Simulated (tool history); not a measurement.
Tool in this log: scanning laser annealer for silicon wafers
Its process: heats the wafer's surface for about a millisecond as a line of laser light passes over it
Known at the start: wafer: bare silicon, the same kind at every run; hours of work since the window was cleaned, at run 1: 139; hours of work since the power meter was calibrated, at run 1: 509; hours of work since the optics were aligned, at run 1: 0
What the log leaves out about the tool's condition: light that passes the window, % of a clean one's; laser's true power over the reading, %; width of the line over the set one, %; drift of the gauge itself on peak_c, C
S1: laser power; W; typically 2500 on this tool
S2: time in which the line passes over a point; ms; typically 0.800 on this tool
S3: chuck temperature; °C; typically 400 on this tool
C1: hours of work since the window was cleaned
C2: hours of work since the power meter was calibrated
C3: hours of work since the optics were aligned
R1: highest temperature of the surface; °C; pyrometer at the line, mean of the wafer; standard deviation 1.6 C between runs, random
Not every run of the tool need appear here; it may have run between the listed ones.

Run 1, hour 0.0: usual settings; C1 139; C2 509; C3 0. Result: R1 1125 °C.
Run 2, hour 44.3: usual settings but S3 439 °C; C1 168; C2 539; C3 29. Result: R1 1160 °C.
Run 3, hour 66.8: usual settings; C1 183; C2 553; C3 44. Result: R1 1120 °C.
Run 4, hour 100.7: usual settings; C1 206; C2 576; C3 67. Result: R1 1121 °C.
Run 5, hour 122.9: usual settings; C1 220; C2 591; C3 82. Result: R1 1118 °C.
Run 6, hour 168.2: usual settings; C1 251; C2 621; C3 112. Result: R1 1117 °C.
Run 7, hour 195.0: usual settings; C1 268; C2 639; C3 129. Result: R1 1118 °C.
Run 8, hour 236.9: usual settings but S1 2588 W; C1 296; C2 666; C3 157. Result: R1 1149 °C.
Run 9, hour 263.4: usual settings but S1 2588 W; C1 314; C2 684; C3 175. Result: R1 1149 °C.
Run 10, hour 296.3: usual settings; C1 335; C2 706; C3 197. Result: R1 1111 °C.
At hour 324.3: window over the wafer cleaned.
Run 11, hour 344.7: usual settings but S2 0.632 ms; C1 14; C2 737; C3 227. Result: R1 1048 °C.
Run 12, hour 365.2: usual settings but S2 0.632 ms; C1 27; C2 750; C3 241. Result: R1 1045 °C.
Run 13, hour 388.5: usual settings but S3 409 °C; C1 43; C2 766; C3 257. Result: R1 1136 °C.
Run 14, hour 419.5: usual settings but S3 409 °C; C1 63; C2 786; C3 277. Result: R1 1136 °C.
Run 15, hour 466.6: usual settings but S3 409 °C; C1 94; C2 817; C3 308. Result: R1 1132 °C.
Run 16, hour 513.2: usual settings; C1 125; C2 848; C3 339. Result: R1 1121 °C.
Run 17, hour 556.1: usual settings but S2 0.650 ms; C1 154; C2 877; C3 368. Result: R1 1048 °C.
Run 18, hour 577.4: usual settings but S2 0.650 ms, S3 381 °C; C1 168; C2 891; C3 382. Result: R1 1030 °C.
Run 19, hour 624.0: usual settings but S2 0.650 ms, S3 381 °C; C1 199; C2 922; C3 413. Result: R1 1028 °C.
Run 20, hour 663.4: usual settings; C1 225; C2 948; C3 439. Result: R1 1115 °C.
Run 21, hour 698.5: usual settings but S3 436 °C; C1 248; C2 971; C3 462. Result: R1 1152 °C.
Run 22, hour 718.9: usual settings but S3 436 °C; C1 262; C2 985; C3 476. Result: R1 1148 °C.
Run 23, hour 739.4: usual settings but S1 2233 W, S2 0.775 ms, S3 428 °C; C1 275; C2 999; C3 489. Result: R1 1037 °C.
Run 24, hour 775.7: usual settings but S1 2233 W, S2 0.775 ms, S3 428 °C; C1 300; C2 1023; C3 513. Result: R1 1036 °C.
Run 25, hour 824.1: usual settings but S1 2458 W, S2 0.775 ms, S3 428 °C; C1 332; C2 1055; C3 546. Result: R1 1111 °C.
At hour 860.3: window over the wafer cleaned.
Run 26, hour 862.4: usual settings but S1 2622 W, S2 0.684 ms, S3 371 °C; C1 1; C2 1079; C3 570. Result: R1 1086 °C.
Run 27, hour 888.2: usual settings but S1 2622 W, S2 0.684 ms, S3 371 °C; C1 19; C2 1096; C3 587. Result: R1 1082 °C.
Run 28, hour 910.2: usual settings but S1 2622 W, S2 0.684 ms, S3 371 °C; C1 33; C2 1111; C3 601. Result: R1 1081 °C.
Run 29, hour 945.0: usual settings but S2 0.659 ms; C1 56; C2 1134; C3 625. Result: R1 1054 °C.
Run 30, hour 965.6: usual settings but S1 2238 W, S2 0.618 ms, S3 368 °C; C1 70; C2 1147; C3 638. Result: R1 918 °C.
Run 31, hour 1005.8: usual settings but S1 2238 W, S2 0.618 ms, S3 368 °C; C1 97; C2 1174; C3 665. Result: R1 918 °C.
Run 32, hour 1036.2: usual settings but S1 2238 W, S2 0.618 ms, S3 428 °C; C1 117; C2 1194; C3 685. Result: R1 975 °C.
Run 33, hour 1075.1: usual settings but S2 0.824 ms; C1 143; C2 1220; C3 711. Result: R1 1125 °C.
Run 34, hour 1111.7: usual settings but S2 0.859 ms, S3 436 °C; C1 167; C2 1244; C3 735. Result: R1 1176 °C.
Run 35, hour 1159.6: usual settings but S2 0.859 ms, S3 436 °C; C1 199; C2 1276; C3 767. Result: R1 1172 °C.
Run 36, hour 1190.5: usual settings but S2 0.859 ms, S3 436 °C; C1 219; C2 1297; C3 787. Result: R1 1173 °C.
Run 37, hour 1228.0: usual settings but S2 0.859 ms, S3 436 °C; C1 244; C2 1321; C3 812. Result: R1 1173 °C.
Run 38, hour 1269.0: usual settings but S2 0.619 ms, S3 421 °C; C1 271; C2 1349; C3 839. Result: R1 1049 °C.
Run 39, hour 1315.9: usual settings but S1 2480 W, S2 0.735 ms, S3 433 °C; C1 302; C2 1380; C3 871. Result: R1 1106 °C.
Run 40, hour 1346.9: usual settings but S1 2603 W, S2 0.996 ms, S3 413 °C; C1 323; C2 1400; C3 891. Result: R1 1241 °C.
Run 41, hour 1382.6: usual settings but S1 2603 W, S2 0.996 ms, S3 413 °C; C1 347; C2 1424; C3 915. Result: R1 1241 °C.
At hour 1396.8: window over the wafer cleaned.
Run 42, hour 1417.7: usual settings but S1 2725 W, S2 0.824 ms, S3 431 °C; C1 14; C2 1446; C3 937. Result: R1 1242 °C.

Forecast each of these 3 alternatives for the next run:
Run A, hour 1445.3: usual settings but S1 2599 W, S2 0.901 ms, S3 390 °C; C1 32; C2 1464; C3 955. Result: R1 ?.
Run B, hour 1445.3: usual settings but S1 2414 W, S2 0.824 ms, S3 428 °C; C1 32; C2 1464; C3 955. Result: R1 ?.
Run C, hour 1445.3: usual settings but S1 2177 W, S2 0.668 ms, S3 369 °C; C1 32; C2 1464; C3 955. Result: R1 ?.

run    R1
  A  1189
  B  1122
  C   916
Had the tool no hidden state, the same runs would have come out as:
run    R1
  A  1201
  B  1132
  C   924
